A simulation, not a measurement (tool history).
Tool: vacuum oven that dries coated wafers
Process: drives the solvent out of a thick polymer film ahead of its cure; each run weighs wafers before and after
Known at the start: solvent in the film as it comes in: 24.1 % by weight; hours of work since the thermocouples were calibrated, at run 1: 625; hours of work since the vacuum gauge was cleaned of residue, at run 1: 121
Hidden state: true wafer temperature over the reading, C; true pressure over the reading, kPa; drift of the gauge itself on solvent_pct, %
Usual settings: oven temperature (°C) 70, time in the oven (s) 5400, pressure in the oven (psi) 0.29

run	hour	oven temperature (°C)	time in the oven (s)	pressure in the oven (psi)	hours of work since the thermocouples were calibrated	hours of work since the vacuum gauge was cleaned of residue	solvent left in the film (%)
1	0	70	5400	0.29	625	121	2.65
2	81.1	70	5400	0.29	664	159	2.63
3	161.5	70	5400	0.29	702	197	2.62
4	226.6	70	5400	0.29	733	228	2.66
5	320.4	70	5400	0.2	777	272	2.15
6	367.6	76	5400	0.2	800	295	1.3
7	455.9	76	5400	0.2	841	337	1.28
8	529.2	76	5400	0.2	876	371	1.29
9	618.2	76	5400	0.2	918	413	1.28
10	679.1	76	5400	0.2	947	442	1.32
11	724.6	62	5400	0.29	969	464	4.68
12	774.1	62	5400	0.29	992	487	4.68
13	845.8	70	5400	0.29	1026	521	2.59
14	926	70	5400	0.29	1064	559	2.61
15	969.9	83	5400	0.194	1085	580	0.77
16	1024	83	3360	0.219	1110	606	1.46
17	1070	83	4920	0.219	1132	627	0.94
18	1157.7	72	6120	0.29	1174	669	2.02
19	1232	61	5400	0.165	1209	704	4.09
20	1296.9	73	2880	0.29	1240	735	4.34
21	1386.5	70	5940	0.843	1282	777	5.19
22	1446.1	70	5640	0.843	1310	805	5.35
23	1503.5	70	5400	0.203	1337	833	2.08
24	1577.2	70	5400	0.203	1372	868	2.09
25	1653.3	65	4320	0.425	1408	904	5.48

Forecast each of these 5 alternatives for the next run:
A	1704.7	57	4320	0.162	1433	928	?
B	1704.7	73	6540	0.29	1433	928	?
C	1704.7	59	4320	0.425	1433	928	?
D	1704.7	70	5400	1.049	1433	928	?
E	1704.7	68	3900	0.152	1433	928	?

run	solvent left in the film (%)
A	6.68
B	1.78
C	7.76
D	6.42
E	3.56
Without the tool's hidden state the same runs would have given:
run	solvent left in the film (%)
A	7.25
B	1.89
C	8.42
D	6.98
E	3.99

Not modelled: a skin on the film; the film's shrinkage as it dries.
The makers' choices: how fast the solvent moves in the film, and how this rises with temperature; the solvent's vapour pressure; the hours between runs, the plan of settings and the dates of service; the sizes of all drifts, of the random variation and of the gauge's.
